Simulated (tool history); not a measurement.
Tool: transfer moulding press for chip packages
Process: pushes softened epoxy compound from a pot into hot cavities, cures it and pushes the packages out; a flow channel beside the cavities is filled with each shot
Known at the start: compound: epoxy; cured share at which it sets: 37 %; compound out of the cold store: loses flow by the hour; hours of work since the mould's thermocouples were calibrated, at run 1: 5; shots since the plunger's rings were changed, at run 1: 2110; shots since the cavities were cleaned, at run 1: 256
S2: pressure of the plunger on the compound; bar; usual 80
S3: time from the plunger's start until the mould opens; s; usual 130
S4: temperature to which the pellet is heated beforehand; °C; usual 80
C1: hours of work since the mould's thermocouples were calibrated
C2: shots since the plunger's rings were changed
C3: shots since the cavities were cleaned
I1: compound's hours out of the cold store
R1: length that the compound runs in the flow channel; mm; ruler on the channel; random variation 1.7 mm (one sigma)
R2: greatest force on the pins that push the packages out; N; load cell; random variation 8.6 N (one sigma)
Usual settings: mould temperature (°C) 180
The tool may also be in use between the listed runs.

Run 1, hour 0: usual settings; C1 5; C2 2110; C3 256; I1 41.5. Result: R1 478 mm, R2 363 N.
Run 2, hour 10.7: usual settings; C1 13; C2 2224; C3 370; I1 35.8. Result: R1 488 mm, R2 394 N.
Run 3, hour 17.9: usual settings; C1 18; C2 2300; C3 446; I1 9.1. Result: R1 535 mm, R2 381 N.
Run 4, hour 28.1: usual settings but S3 136 s; C1 25; C2 2407; C3 553; I1 39.6. Result: R1 480 mm, R2 360 N.
Run 5, hour 33.1: usual settings but S3 136 s; C1 28; C2 2461; C3 607; I1 26.8. Result: R1 504 mm, R2 370 N.
At hour 38.6: cavities cleaned with cleaning compound and waxed.
Run 6, hour 45.7: usual settings but S3 136 s; C1 36; C2 2578; C3 75; I1 29. Result: R1 501 mm, R2 364 N.
Run 7, hour 54.3: usual settings but S3 136 s; C1 42; C2 2669; C3 166; I1 8.9. Result: R1 532 mm, R2 366 N.
Run 8, hour 62: usual settings but S2 72.7 bar; C1 47; C2 2751; C3 248; I1 20. Result: R1 492 mm, R2 368 N.
Run 9, hour 67.4: usual settings; C1 51; C2 2808; C3 305; I1 36.8. Result: R1 488 mm, R2 360 N.
Run 10, hour 76.9: usual settings; C1 58; C2 2909; C3 406; I1 12.1. Result: R1 524 mm, R2 394 N.
Run 11, hour 85.7: usual settings; C1 64; C2 3002; C3 499; I1 19.4. Result: R1 515 mm, R2 367 N.
Run 12, hour 95.5: usual settings but S3 116 s; C1 71; C2 3104; C3 601; I1 11.4. Result: R1 526 mm, R2 462 N.
At hour 101.7: cavities cleaned with cleaning compound and waxed.
Run 13, hour 108.6: usual settings but S3 116 s; C1 79; C2 3228; C3 74; I1 9.9. Result: R1 532 mm, R2 472 N.
Run 14, hour 117.4: usual settings but S2 70.2 bar, S3 116 s, S4 74 °C; C1 85; C2 3321; C3 167; I1 43.2. Result: R1 445 mm, R2 428 N.
Run 15, hour 122.7: usual settings but mould temperature (°C) 188, S3 128 s, S4 78 °C; C1 89; C2 3377; C3 223; I1 28.4. Result: R1 486 mm, R2 301 N.
Run 16, hour 130.8: usual settings but mould temperature (°C) 188, S3 128 s, S4 78 °C; C1 94; C2 3463; C3 309; I1 27.2. Result: R1 492 mm, R2 310 N.
Run 17, hour 141.3: usual settings but mould temperature (°C) 184, S3 128 s, S4 75 °C; C1 101; C2 3574; C3 420; I1 28.3. Result: R1 493 mm, R2 328 N.
Run 18, hour 153.2: usual settings but mould temperature (°C) 184, S3 128 s, S4 75 °C; C1 110; C2 3700; C3 546; I1 8.3. Result: R1 528 mm, R2 327 N.
At hour 164.7: cavities cleaned with cleaning compound and waxed.
Run 19, hour 164.7: usual settings but mould temperature (°C) 177, S3 165 s; C1 117; C2 3805; C3 0; I1 28.1. Result: R1 503 mm, R2 335 N.
Run 20, hour 174.3: usual settings but mould temperature (°C) 177, S3 165 s; C1 123; C2 3907; C3 102; I1 33.2. Result: R1 497 mm, R2 340 N.
Run 21, hour 179.3: usual settings but S4 89 °C; C1 127; C2 3959; C3 154; I1 23.3. Result: R1 507 mm, R2 373 N.
Run 22, hour 186: usual settings but S3 142 s; C1 132; C2 4031; C3 226; I1 26.5. Result: R1 506 mm, R2 358 N.

How the hidden state differs across the entries between the runs, from the last listed run before each to the first after it:
Between runs 5 and 6: cavities cleaned with cleaning compound and waxed (hour 38.6)
  grip of the stained cavities, % over clean ones': 1 -> 0.3
Between runs 12 and 13: cavities cleaned with cleaning compound and waxed (hour 101.7)
  grip of the stained cavities, % over clean ones': 1 -> 0.3
Between runs 18 and 19: cavities cleaned with cleaning compound and waxed (hour 164.7)
  grip of the stained cavities, % over clean ones': 1 -> 0

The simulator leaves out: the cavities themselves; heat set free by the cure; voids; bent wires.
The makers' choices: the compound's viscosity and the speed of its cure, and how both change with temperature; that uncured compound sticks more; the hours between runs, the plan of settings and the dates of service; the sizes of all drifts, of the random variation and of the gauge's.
